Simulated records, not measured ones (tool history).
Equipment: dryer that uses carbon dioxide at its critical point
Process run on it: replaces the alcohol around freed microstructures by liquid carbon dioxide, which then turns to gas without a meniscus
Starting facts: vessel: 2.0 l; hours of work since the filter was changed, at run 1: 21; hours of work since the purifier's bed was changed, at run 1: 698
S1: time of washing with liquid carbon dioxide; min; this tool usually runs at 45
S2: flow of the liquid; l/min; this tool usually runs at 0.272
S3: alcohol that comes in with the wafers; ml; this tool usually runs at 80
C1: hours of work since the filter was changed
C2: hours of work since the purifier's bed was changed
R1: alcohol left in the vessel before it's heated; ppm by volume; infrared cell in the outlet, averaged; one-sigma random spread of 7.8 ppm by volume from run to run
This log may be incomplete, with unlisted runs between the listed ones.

| run | hour | S1 | S2 | S3 | C1 | C2 | R1 |
|---|---|---|---|---|---|---|---|
| 1 | 0.0 | 45 | 0.272 | 80 | 21 | 698 | 601 |
| 2 | 21.4 | 61 | 0.272 | 80 | 32 | 709 | 267 |
| 3 | 45.3 | 45 | 0.415 | 80 | 43 | 720 | 203 |
| 4 | 72.2 | 45 | 0.415 | 80 | 56 | 733 | 216 |
| 5 | 94.9 | 45 | 0.272 | 117 | 67 | 744 | 840 |
| 6 | 130.8 | 45 | 0.272 | 80 | 84 | 761 | 689 |
| 7 | 153.7 | 45 | 0.272 | 80 | 95 | 772 | 674 |
| 8 | 190.3 | 45 | 0.285 | 80 | 113 | 790 | 605 |
| 9 | 215.5 | 45 | 0.285 | 80 | 125 | 802 | 620 |
| 10 | 255.2 | 50 | 0.353 | 43 | 144 | 821 | 234 |
| 11 | 288.1 | 49 | 0.402 | 59 | 160 | 837 | 208 |
| 12 | 325.2 | 64 | 0.237 | 85 | 178 | 855 | 446 |
| 13 | 356.8 | 69 | 0.237 | 85 | 193 | 870 | 374 |
| 14 | 374.1 | 69 | 0.237 | 85 | 201 | 878 | 374 |
| 15 | 402.5 | 69 | 0.237 | 85 | 215 | 892 | 374 |
| 16 | 427.8 | 59 | 0.376 | 32 | 227 | 904 | 229 |
| 17 | 460.3 | 50 | 0.272 | 80 | 242 | 919 | 656 |
| 18 | 482.7 | 45 | 0.381 | 80 | 253 | 930 | 321 |

Measured minus without-hidden-state, run by run (identical run-to-run variation in each term; gauge scatter may differ):
Unlogged tool condition in this case: flow that reaches the vessel past the clogged filter, %; alcohol in the recycled carbon dioxide, ppm; drift of the gauge itself on alcohol_ppm, %.
| run | R1 |
|---|---|
| 1 | +194 |
| 2 | +177 |
| 3 | +172 |
| 4 | +179 |
| 5 | +272 |
| 6 | +272 |
| 7 | +277 |
| 8 | +283 |
| 9 | +295 |
| 10 | +207 |
| 11 | +199 |
| 12 | +285 |
| 13 | +272 |
| 14 | +274 |
| 15 | +277 |
| 16 | +219 |
| 17 | +400 |
| 18 | +275 |
